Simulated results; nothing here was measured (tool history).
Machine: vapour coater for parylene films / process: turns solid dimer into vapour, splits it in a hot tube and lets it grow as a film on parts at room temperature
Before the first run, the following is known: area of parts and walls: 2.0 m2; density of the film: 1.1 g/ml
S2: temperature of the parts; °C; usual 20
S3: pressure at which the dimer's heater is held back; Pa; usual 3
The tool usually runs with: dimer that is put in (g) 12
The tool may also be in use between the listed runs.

run 1 day=0 | dimer_that_is_put_in_(g)=12 S2=20 S3=3 | thickness_of_the_film_(µm)=2.84
run 2 day=3.492 | dimer_that_is_put_in_(g)=12 S2=20 S3=3 | thickness_of_the_film_(µm)=2.76
run 3 day=6.979 | dimer_that_is_put_in_(g)=12 S2=20 S3=3 | thickness_of_the_film_(µm)=2.72
run 4 day=10.579 | dimer_that_is_put_in_(g)=12 S2=20 S3=3 | thickness_of_the_film_(µm)=2.72
run 5 day=13.708 | dimer_that_is_put_in_(g)=12 S2=20 S3=3 | thickness_of_the_film_(µm)=2.71
-- day=15.333 trap's valve overhauled
run 6 day=15.467 | dimer_that_is_put_in_(g)=12 S2=20 S3=3 | thickness_of_the_film_(µm)=3.04
run 7 day=18.962 | dimer_that_is_put_in_(g)=12 S2=20 S3=3 | thickness_of_the_film_(µm)=2.96
run 8 day=22.383 | dimer_that_is_put_in_(g)=12 S2=20 S3=3 | thickness_of_the_film_(µm)=2.96
run 9 day=24.2 | dimer_that_is_put_in_(g)=12 S2=20 S3=5.12 | thickness_of_the_film_(µm)=2.66
run 10 day=26.829 | dimer_that_is_put_in_(g)=12 S2=20 S3=5.12 | thickness_of_the_film_(µm)=2.65
run 11 day=29.988 | dimer_that_is_put_in_(g)=12 S2=20 S3=5.12 | thickness_of_the_film_(µm)=2.63
run 12 day=32.904 | dimer_that_is_put_in_(g)=12 S2=20 S3=5.12 | thickness_of_the_film_(µm)=2.64
run 13 day=35.883 | dimer_that_is_put_in_(g)=12 S2=20 S3=3 | thickness_of_the_film_(µm)=2.91
run 14 day=38.225 | dimer_that_is_put_in_(g)=12 S2=20 S3=3 | thickness_of_the_film_(µm)=2.81
run 15 day=41.533 | dimer_that_is_put_in_(g)=12 S2=20 S3=3 | thickness_of_the_film_(µm)=2.78
run 16 day=43.129 | dimer_that_is_put_in_(g)=12 S2=20 S3=3 | thickness_of_the_film_(µm)=2.78
run 17 day=45.25 | dimer_that_is_put_in_(g)=12 S2=12 S3=3 | thickness_of_the_film_(µm)=3.36
run 18 day=47.808 | dimer_that_is_put_in_(g)=12 S2=12 S3=3 | thickness_of_the_film_(µm)=3.33
run 19 day=49.571 | dimer_that_is_put_in_(g)=12 S2=12 S3=3 | thickness_of_the_film_(µm)=3.28
run 20 day=52.117 | dimer_that_is_put_in_(g)=12 S2=20 S3=8.27 | thickness_of_the_film_(µm)=2.26
run 21 day=55.15 | dimer_that_is_put_in_(g)=12 S2=20 S3=8.27 | thickness_of_the_film_(µm)=2.23
run 22 day=57.95 | dimer_that_is_put_in_(g)=12 S2=20 S3=8.27 | thickness_of_the_film_(µm)=2.18
run 23 day=60.733 | dimer_that_is_put_in_(g)=12 S2=20 S3=3 | thickness_of_the_film_(µm)=2.72
-- day=63.617 trap's valve overhauled
run 24 day=63.733 | dimer_that_is_put_in_(g)=8 S2=22 S3=3.42 | thickness_of_the_film_(µm)=1.85
run 25 day=66.408 | dimer_that_is_put_in_(g)=10 S2=16 S3=3.79 | thickness_of_the_film_(µm)=2.57
run 26 day=68.162 | dimer_that_is_put_in_(g)=17 S2=14 S3=3.6 | thickness_of_the_film_(µm)=4.63
run 27 day=71.675 | dimer_that_is_put_in_(g)=11 S2=20 S3=3.99 | thickness_of_the_film_(µm)=2.6
run 28 day=73.892 | dimer_that_is_put_in_(g)=16 S2=19 S3=3 | thickness_of_the_film_(µm)=4.02
run 29 day=75.65 | dimer_that_is_put_in_(g)=8 S2=23 S3=3 | thickness_of_the_film_(µm)=1.82
run 30 day=78.933 | dimer_that_is_put_in_(g)=8 S2=23 S3=3 | thickness_of_the_film_(µm)=1.77
run 31 day=81.317 | dimer_that_is_put_in_(g)=9 S2=20 S3=3 | thickness_of_the_film_(µm)=2.1
run 32 day=83.075 | dimer_that_is_put_in_(g)=9 S2=20 S3=3 | thickness_of_the_film_(µm)=2.15
run 33 day=85.625 | dimer_that_is_put_in_(g)=9 S2=20 S3=3 | thickness_of_the_film_(µm)=2.17
run 34 day=87.829 | dimer_that_is_put_in_(g)=5 S2=20 S3=8.35 | thickness_of_the_film_(µm)=0.96
run 35 day=89.588 | dimer_that_is_put_in_(g)=5 S2=20 S3=8.35 | thickness_of_the_film_(µm)=0.95
run 36 day=92.308 | dimer_that_is_put_in_(g)=5 S2=20 S3=8.35 | thickness_of_the_film_(µm)=0.94
run 37 day=96.017 | dimer_that_is_put_in_(g)=7 S2=20 S3=2.08 | thickness_of_the_film_(µm)=1.75
run 38 day=97.679 | dimer_that_is_put_in_(g)=7 S2=20 S3=2.08 | thickness_of_the_film_(µm)=1.69
run 39 day=100.479 | dimer_that_is_put_in_(g)=9 S2=20 S3=4.24 | thickness_of_the_film_(µm)=1.95
run 40 day=102.575 | dimer_that_is_put_in_(g)=9 S2=24 S3=4.24 | thickness_of_the_film_(µm)=1.71
run 41 day=105.342 | dimer_that_is_put_in_(g)=9 S2=20 S3=7.59 | thickness_of_the_film_(µm)=1.69
run 42 day=108.875 | dimer_that_is_put_in_(g)=9 S2=20 S3=7.59 | thickness_of_the_film_(µm)=1.7
-- day=112.062 trap's valve overhauled
run 43 day=112.267 | dimer_that_is_put_in_(g)=15 S2=18 S3=5.53 | thickness_of_the_film_(µm)=3.54
run 44 day=115.292 | dimer_that_is_put_in_(g)=12 S2=30 S3=5.02 | thickness_of_the_film_(µm)=2.19
run 45 day=117.296 | dimer_that_is_put_in_(g)=12 S2=30 S3=5.02 | thickness_of_the_film_(µm)=2.14
run 46 day=119.896 | dimer_that_is_put_in_(g)=12 S2=30 S3=5.02 | thickness_of_the_film_(µm)=2.19

A few steps of thickness of the film (µm) between consecutive runs. Split each: what settings, incoming material and random variation would produce without the hidden state, and what is left over for the hidden state, along with gauge scatter present in only one of the two compared results (measured, and without hidden state):
Unlogged tool condition in this case: vapour lost through the trap's worn valve, %; true temperature of the parts over the reading, C; drift of the gauge itself on film_um, %.
Run 5 -> 6: trap's valve overhauled. thickness of the film (µm) +0.33: hidden state +0.3, all else +0.03.
Run 23 -> 24: dimer that is put in (g) 12 -> 8, S2 20 -> 22, S3 3 -> 3.42, trap's valve overhauled. thickness of the film (µm) -0.87: hidden state +0.29, all else -1.16.
Run 25 -> 26: dimer that is put in (g) 10 -> 17, S2 16 -> 14, S3 3.79 -> 3.6. thickness of the film (µm) +2.06: hidden state -0.03, all else +2.09.
Run 26 -> 27: dimer that is put in (g) 17 -> 11, S2 14 -> 20, S3 3.6 -> 3.99. thickness of the film (µm) -2.03: hidden state +0, all else -2.03.
Run 28 -> 29: dimer that is put in (g) 16 -> 8, S2 19 -> 23. thickness of the film (µm) -2.2: hidden state +0.04, all else -2.24.
Run 42 -> 43: dimer that is put in (g) 9 -> 15, S2 20 -> 18, S3 7.59 -> 5.53, trap's valve overhauled. thickness of the film (µm) +1.84: hidden state +0.23, all else +1.61.

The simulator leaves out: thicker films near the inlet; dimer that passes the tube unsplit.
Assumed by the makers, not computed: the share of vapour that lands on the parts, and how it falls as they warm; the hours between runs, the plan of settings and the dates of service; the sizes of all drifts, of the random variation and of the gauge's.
